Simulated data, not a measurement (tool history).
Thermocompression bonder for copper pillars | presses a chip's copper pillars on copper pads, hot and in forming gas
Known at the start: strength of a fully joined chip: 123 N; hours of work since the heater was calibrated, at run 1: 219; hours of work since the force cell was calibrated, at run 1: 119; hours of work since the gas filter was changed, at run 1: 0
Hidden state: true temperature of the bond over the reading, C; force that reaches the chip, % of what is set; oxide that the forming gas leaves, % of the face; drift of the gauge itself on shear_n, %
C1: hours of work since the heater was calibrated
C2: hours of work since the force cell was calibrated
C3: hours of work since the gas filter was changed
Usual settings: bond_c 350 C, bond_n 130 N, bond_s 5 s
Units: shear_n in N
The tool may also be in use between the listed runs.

{"run": 1, "hour": 0.0, "bond_c": 350, "bond_n": 130, "bond_s": 5, "C1": 219, "C2": 119, "C3": 0, "shear_n": 74.6}
{"run": 2, "hour": 23.6, "bond_c": 350, "bond_n": 130, "bond_s": 5, "C1": 236, "C2": 136, "C3": 17, "shear_n": 75.5}
{"run": 3, "hour": 39.3, "bond_c": 350, "bond_n": 130, "bond_s": 5, "C1": 247, "C2": 147, "C3": 28, "shear_n": 73.5}
{"run": 4, "hour": 51.1, "bond_c": 350, "bond_n": 130, "bond_s": 5, "C1": 256, "C2": 155, "C3": 36, "shear_n": 74.2}
{"run": 5, "hour": 72.1, "bond_c": 350, "bond_n": 130, "bond_s": 5, "C1": 271, "C2": 170, "C3": 51, "shear_n": 73.6}
{"run": 6, "hour": 89.3, "bond_c": 350, "bond_n": 134, "bond_s": 5, "C1": 283, "C2": 182, "C3": 63, "shear_n": 72.5}
{"run": 7, "hour": 103.6, "bond_c": 350, "bond_n": 134, "bond_s": 5, "C1": 293, "C2": 192, "C3": 74, "shear_n": 73.7}
{"run": 8, "hour": 120.0, "bond_c": 350, "bond_n": 134, "bond_s": 5, "C1": 305, "C2": 204, "C3": 85, "shear_n": 73.3}
{"run": 9, "hour": 138.8, "bond_c": 350, "bond_n": 110, "bond_s": 5, "C1": 318, "C2": 217, "C3": 99, "shear_n": 66.2}
{"run": 10, "hour": 158.8, "bond_c": 350, "bond_n": 110, "bond_s": 5, "C1": 332, "C2": 232, "C3": 113, "shear_n": 64.8}
{"hour": 171.9, "done": "forming gas filter changed"}
{"run": 11, "hour": 172.4, "bond_c": 350, "bond_n": 110, "bond_s": 5, "C1": 342, "C2": 241, "C3": 0, "shear_n": 69.0}
{"run": 12, "hour": 192.3, "bond_c": 350, "bond_n": 110, "bond_s": 5, "C1": 356, "C2": 255, "C3": 15, "shear_n": 69.5}
{"run": 13, "hour": 203.7, "bond_c": 350, "bond_n": 110, "bond_s": 5, "C1": 364, "C2": 263, "C3": 23, "shear_n": 67.7}
{"run": 14, "hour": 223.3, "bond_c": 350, "bond_n": 110, "bond_s": 5, "C1": 378, "C2": 277, "C3": 37, "shear_n": 67.9}
{"run": 15, "hour": 246.1, "bond_c": 350, "bond_n": 110, "bond_s": 5, "C1": 394, "C2": 293, "C3": 53, "shear_n": 68.2}
{"run": 16, "hour": 261.2, "bond_c": 350, "bond_n": 110, "bond_s": 5, "C1": 405, "C2": 304, "C3": 63, "shear_n": 66.7}
{"run": 17, "hour": 272.5, "bond_c": 350, "bond_n": 110, "bond_s": 5, "C1": 413, "C2": 312, "C3": 71, "shear_n": 66.1}
{"run": 18, "hour": 289.3, "bond_c": 350, "bond_n": 110, "bond_s": 5, "C1": 425, "C2": 324, "C3": 83, "shear_n": 66.4}
{"run": 19, "hour": 301.5, "bond_c": 350, "bond_n": 110, "bond_s": 5, "C1": 433, "C2": 333, "C3": 92, "shear_n": 66.2}
{"hour": 304.3, "done": "force cell calibrated"}
{"run": 20, "hour": 318.9, "bond_c": 350, "bond_n": 110, "bond_s": 5, "C1": 445, "C2": 10, "C3": 103, "shear_n": 65.6}
{"run": 21, "hour": 333.9, "bond_c": 350, "bond_n": 110, "bond_s": 5, "C1": 455, "C2": 21, "C3": 114, "shear_n": 64.7}
{"hour": 346.2, "done": "forming gas filter changed"}
{"run": 22, "hour": 352.8, "bond_c": 323, "bond_n": 128, "bond_s": 13, "C1": 468, "C2": 34, "C3": 5, "shear_n": 84.2}
{"run": 23, "hour": 372.1, "bond_c": 323, "bond_n": 128, "bond_s": 13, "C1": 482, "C2": 48, "C3": 18, "shear_n": 84.8}
{"run": 24, "hour": 388.9, "bond_c": 347, "bond_n": 130, "bond_s": 14, "C1": 494, "C2": 60, "C3": 30, "shear_n": 94.8}
{"run": 25, "hour": 406.7, "bond_c": 359, "bond_n": 176, "bond_s": 3, "C1": 507, "C2": 72, "C3": 43, "shear_n": 80.8}
{"hour": 411.8, "done": "force cell calibrated, once more"}
{"run": 26, "hour": 432.7, "bond_c": 330, "bond_n": 140, "bond_s": 4, "C1": 524, "C2": 15, "C3": 60, "shear_n": 61.2}
{"run": 27, "hour": 455.9, "bond_c": 328, "bond_n": 151, "bond_s": 4, "C1": 540, "C2": 31, "C3": 77, "shear_n": 62.9}
{"run": 28, "hour": 468.5, "bond_c": 348, "bond_n": 130, "bond_s": 4, "C1": 549, "C2": 40, "C3": 86, "shear_n": 66.2}
{"run": 29, "hour": 494.3, "bond_c": 348, "bond_n": 130, "bond_s": 4, "C1": 568, "C2": 59, "C3": 104, "shear_n": 66.0}
{"run": 30, "hour": 516.3, "bond_c": 371, "bond_n": 155, "bond_s": 3, "C1": 583, "C2": 74, "C3": 120, "shear_n": 74.4}
{"hour": 519.8, "done": "forming gas filter changed"}
{"run": 31, "hour": 530.3, "bond_c": 350, "bond_n": 130, "bond_s": 12, "C1": 593, "C2": 84, "C3": 8, "shear_n": 94.6}
{"run": 32, "hour": 554.3, "bond_c": 349, "bond_n": 130, "bond_s": 3, "C1": 610, "C2": 101, "C3": 24, "shear_n": 63.5}
{"run": 33, "hour": 575.1, "bond_c": 349, "bond_n": 130, "bond_s": 3, "C1": 625, "C2": 116, "C3": 39, "shear_n": 63.3}
{"run": 34, "hour": 597.0, "bond_c": 374, "bond_n": 111, "bond_s": 7, "C1": 640, "C2": 131, "C3": 55, "shear_n": 85.3}
{"run": 35, "hour": 622.8, "bond_c": 374, "bond_n": 111, "bond_s": 7, "C1": 659, "C2": 150, "C3": 73, "shear_n": 84.7}
{"run": 36, "hour": 639.3, "bond_c": 360, "bond_n": 130, "bond_s": 5, "C1": 670, "C2": 161, "C3": 85, "shear_n": 76.5}
{"run": 37, "hour": 652.7, "bond_c": 340, "bond_n": 95, "bond_s": 10, "C1": 680, "C2": 171, "C3": 94, "shear_n": 70.6}
{"run": 38, "hour": 675.3, "bond_c": 340, "bond_n": 95, "bond_s": 10, "C1": 696, "C2": 187, "C3": 110, "shear_n": 68.3}
{"hour": 692.3, "done": "forming gas filter changed"}
{"run": 39, "hour": 694.9, "bond_c": 363, "bond_n": 130, "bond_s": 6, "C1": 709, "C2": 200, "C3": 2, "shear_n": 87.6}

Hidden state or all else? Some run-to-run changes of shear_n, split into what the settings, what came in and random variation would give without the hidden state, and what is left for the hidden state (with any gauge scatter that isn't in both results):
Run 10 -> 11: forming gas filter changed. shear_n +4.2 N: hidden state +5.3, all else -1.1.
Run 21 -> 22: bond_c 350 -> 323, bond_n 110 -> 128, bond_s 5 -> 13, forming gas filter changed. shear_n +19.5 N: hidden state +5.4, all else +14.1.
Run 30 -> 31: bond_c 371 -> 350, bond_n 155 -> 130, bond_s 3 -> 12, forming gas filter changed. shear_n +20.2 N: hidden state +6.1, all else +14.1.
Run 31 -> 32: bond_c 350 -> 349, bond_s 12 -> 3. shear_n -31.1 N: hidden state -0.3, all else -30.8.
Run 33 -> 34: bond_c 349 -> 374, bond_n 130 -> 111, bond_s 3 -> 7. shear_n +22.0 N: hidden state -1.7, all else +23.7.

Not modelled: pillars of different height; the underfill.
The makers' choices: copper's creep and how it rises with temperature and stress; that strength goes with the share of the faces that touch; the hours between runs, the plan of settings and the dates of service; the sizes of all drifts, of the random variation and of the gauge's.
